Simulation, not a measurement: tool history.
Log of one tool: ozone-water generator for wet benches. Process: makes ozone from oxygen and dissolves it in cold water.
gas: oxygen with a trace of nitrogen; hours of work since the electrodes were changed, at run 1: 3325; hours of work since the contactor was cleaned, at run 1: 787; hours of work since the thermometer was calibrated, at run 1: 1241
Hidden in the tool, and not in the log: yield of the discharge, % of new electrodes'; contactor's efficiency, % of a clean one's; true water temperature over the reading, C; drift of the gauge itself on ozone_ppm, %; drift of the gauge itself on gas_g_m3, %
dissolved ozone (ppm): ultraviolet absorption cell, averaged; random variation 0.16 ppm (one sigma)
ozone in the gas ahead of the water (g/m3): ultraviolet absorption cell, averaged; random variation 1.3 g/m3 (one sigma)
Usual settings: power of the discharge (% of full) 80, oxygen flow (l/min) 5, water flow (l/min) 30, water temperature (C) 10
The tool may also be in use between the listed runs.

run,day,power of the discharge (% of full),oxygen flow (l/min),water flow (l/min),water temperature (C),hours of work since the electrodes were changed,hours of work since the contactor was cleaned,hours of work since the thermometer was calibrated,dissolved ozone (ppm),ozone in the gas ahead of the water (g/m3)
1,0,80,5,30,10,3325,787,1241,20.3,235.8
2,5.204,80,5,30,10,3422,884,1339,20.2,232.4
3,8.488,90,5,30,10,3483,946,1400,21.8,248.4
4,12.771,90,5,30,10,3563,1026,1480,21.5,246.6
5,17.788,90,5,30,10,3657,1119,1574,21.7,249.2
6,21.733,90,5,30,10,3731,1193,1647,21.7,248.9
7,24.55,80,5,30,7,3783,1246,1700,20.7,231.6
8,29.538,80,5,30,7,3877,1339,1793,21.1,233.1
9,33.05,80,5,30,7,3942,1405,1859,20.5,235
10,37.946,80,5,34,10,4034,1496,1950,17.7,236.2
11,40.408,60,3.51,19,8,4080,1542,1996,24.2,223.1

Forecast each of these 4 alternatives for the next run:
A,45.192,43,5,30,10,4169,1631,2086,?,?
B,45.192,80,5,30,6,4169,1631,2086,?,?
C,45.192,80,5,27,10,4169,1631,2086,?,?
D,45.192,80,4.38,41,10,4169,1631,2086,?,?

run,dissolved ozone (ppm),ozone in the gas ahead of the water (g/m3)
A,14.3,166.9
B,21,232.6
C,22.4,234.3
D,13.2,243.8
Without the tool's hidden state the same runs would have given:
run,dissolved ozone (ppm),ozone in the gas ahead of the water (g/m3)
A,14.3,166.9
B,21,232.8
C,22.5,234.4
D,13.2,244

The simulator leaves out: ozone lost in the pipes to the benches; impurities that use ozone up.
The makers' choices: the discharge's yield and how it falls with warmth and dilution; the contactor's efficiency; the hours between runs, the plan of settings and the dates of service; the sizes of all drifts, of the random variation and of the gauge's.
